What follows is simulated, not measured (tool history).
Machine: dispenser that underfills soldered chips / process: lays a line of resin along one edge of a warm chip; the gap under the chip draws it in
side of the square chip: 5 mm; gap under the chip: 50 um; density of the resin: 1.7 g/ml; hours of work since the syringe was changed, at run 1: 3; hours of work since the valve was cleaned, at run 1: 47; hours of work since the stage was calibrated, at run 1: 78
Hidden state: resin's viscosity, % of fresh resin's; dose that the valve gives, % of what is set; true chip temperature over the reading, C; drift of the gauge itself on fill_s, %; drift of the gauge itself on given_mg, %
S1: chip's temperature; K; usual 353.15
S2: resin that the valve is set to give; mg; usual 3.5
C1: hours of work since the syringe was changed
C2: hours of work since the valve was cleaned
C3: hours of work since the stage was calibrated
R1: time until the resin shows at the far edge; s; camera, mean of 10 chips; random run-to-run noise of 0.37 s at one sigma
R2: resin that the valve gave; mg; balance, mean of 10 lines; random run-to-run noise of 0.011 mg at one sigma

run,day,S1,S2,C1,C2,C3,R1,R2
1,0,353.15,3.5,3,47,78,29,3.36
2,0.167,353.15,4.27,6,50,81,37.4,4.04
3,0.283,353.15,3.5,9,52,83,44.4,3.33
# day 0.425: dispensing valve cleaned and set on the balance
# day 0.504: new syringe of resin
4,0.517,353.15,3.5,0,1,87,21.5,3.51
5,0.617,353.15,3.55,2,3,89,25.2,3.55
6,0.725,353.15,4.33,4,5,91,30.1,4.35
7,0.958,353.15,3.5,8,10,95,43.6,3.47
# day 1.146: new syringe of resin
8,1.158,353.15,3.5,0,13,98,21.5,3.48
9,1.321,353.15,3.5,3,16,101,27.8,3.45
10,1.446,353.15,3.5,5,18,104,34.1,3.47
11,1.629,353.15,3.5,9,22,107,45.5,3.45
12,1.742,347.15,3.5,11,24,109,68,3.43
# day 1.792: new syringe of resin
13,1.867,347.15,3.5,1,26,111,29.4,3.46
14,2.079,347.15,3.5,5,30,115,41.6,3.44
15,2.296,357.15,4.04,9,34,119,42.2,3.94
# day 2.442: new syringe of resin
16,2.542,357.15,4.04,2,38,123,20.8,3.94
17,2.642,359.15,4.04,4,40,125,23,3.93
18,2.842,354.15,3.37,7,44,129,38.1,3.26
19,3.054,354.15,3.37,11,47,133,53.5,3.25
# day 3.083: new syringe of resin
20,3.212,354.15,3.37,2,50,135,25.9,3.25

Run 21 comes next. What will it give?
21,3.333,364.15,3.62,5,52,138,?,?

Run 21 came out at R1 22.5 s, R2 3.48 mg.
Had the tool carried no hidden state, the very same run would have given R1 14.8 s, R2 3.62 mg.
